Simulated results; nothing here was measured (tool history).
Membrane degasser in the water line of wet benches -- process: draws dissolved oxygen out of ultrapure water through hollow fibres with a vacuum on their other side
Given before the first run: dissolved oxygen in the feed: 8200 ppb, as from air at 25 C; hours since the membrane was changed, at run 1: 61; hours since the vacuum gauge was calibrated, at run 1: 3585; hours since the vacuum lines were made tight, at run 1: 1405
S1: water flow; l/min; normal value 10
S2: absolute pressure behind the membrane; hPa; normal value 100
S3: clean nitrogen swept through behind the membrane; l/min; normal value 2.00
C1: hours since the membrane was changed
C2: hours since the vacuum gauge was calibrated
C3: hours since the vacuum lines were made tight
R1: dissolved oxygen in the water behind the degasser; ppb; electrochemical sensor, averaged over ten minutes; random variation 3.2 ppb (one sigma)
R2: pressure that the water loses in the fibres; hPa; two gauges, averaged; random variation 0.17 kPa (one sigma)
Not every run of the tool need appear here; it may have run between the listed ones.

| run | hour | S1 | S2 | S3 | C1 | C2 | C3 | R1 | R2 |
|---|---|---|---|---|---|---|---|---|---|
| 1 | 0.0 | 10 | 100 | 2.00 | 61 | 3585 | 1405 | 327.0 | 253.0 |
| 2 | 66.4 | 10 | 100 | 2.00 | 128 | 3651 | 1471 | 333.0 | 254.9 |
| 3 | 190.9 | 10 | 100 | 2.00 | 252 | 3776 | 1596 | 330.1 | 251.1 |
| 4 | 314.1 | 10 | 100 | 1.19 | 375 | 3899 | 1719 | 378.1 | 254.7 |
| 5 | 427.8 | 10 | 100 | 1.19 | 489 | 4013 | 1833 | 386.3 | 254.2 |
| 6 | 505.5 | 10 | 100 | 2.36 | 567 | 4090 | 1911 | 319.9 | 252.6 |
| 7 | 644.6 | 10 | 100 | 2.36 | 706 | 4229 | 2050 | 320.8 | 253.1 |
| 8 | 709.0 | 10 | 100 | 2.00 | 770 | 4294 | 2114 | 335.9 | 256.0 |
| 9 | 789.4 | 10 | 100 | 2.00 | 851 | 4374 | 2194 | 336.4 | 255.0 |
| 10 | 850.4 | 10 | 100 | 2.00 | 912 | 4435 | 2255 | 343.5 | 257.1 |
| 11 | 987.6 | 10 | 100 | 2.00 | 1049 | 4572 | 2393 | 334.9 | 255.5 |
| 12 | 1053.1 | 10 | 100 | 2.00 | 1114 | 4638 | 2458 | 338.5 | 250.7 |
| 13 | 1162.0 | 10 | 100 | 2.00 | 1223 | 4747 | 2567 | 336.2 | 254.2 |
| 14 | 1233.6 | 10 | 76 | 2.00 | 1295 | 4818 | 2639 | 310.5 | 253.1 |
| 15 | 1376.9 | 10 | 76 | 2.00 | 1438 | 4962 | 2782 | 315.2 | 256.6 |
| 16 | 1495.8 | 12 | 100 | 2.00 | 1557 | 5081 | 2901 | 445.9 | 307.7 |
| 17 | 1570.0 | 12 | 100 | 1.95 | 1631 | 5155 | 2975 | 447.7 | 303.9 |
| 18 | 1655.6 | 6 | 163 | 4.01 | 1717 | 5240 | 3061 | 150.5 | 155.1 |

For run 19, what comes out?
| 19 | 1713.3 | 13 | 118 | 2.03 | 1774 | 5298 | 3118 | ? | ? |

Run 19 produced R1 518.5 ppb, R2 334.8 hPa.
Minus the tool's unlogged condition, the same run would have read R1 488.3 ppb, R2 329.9 hPa.
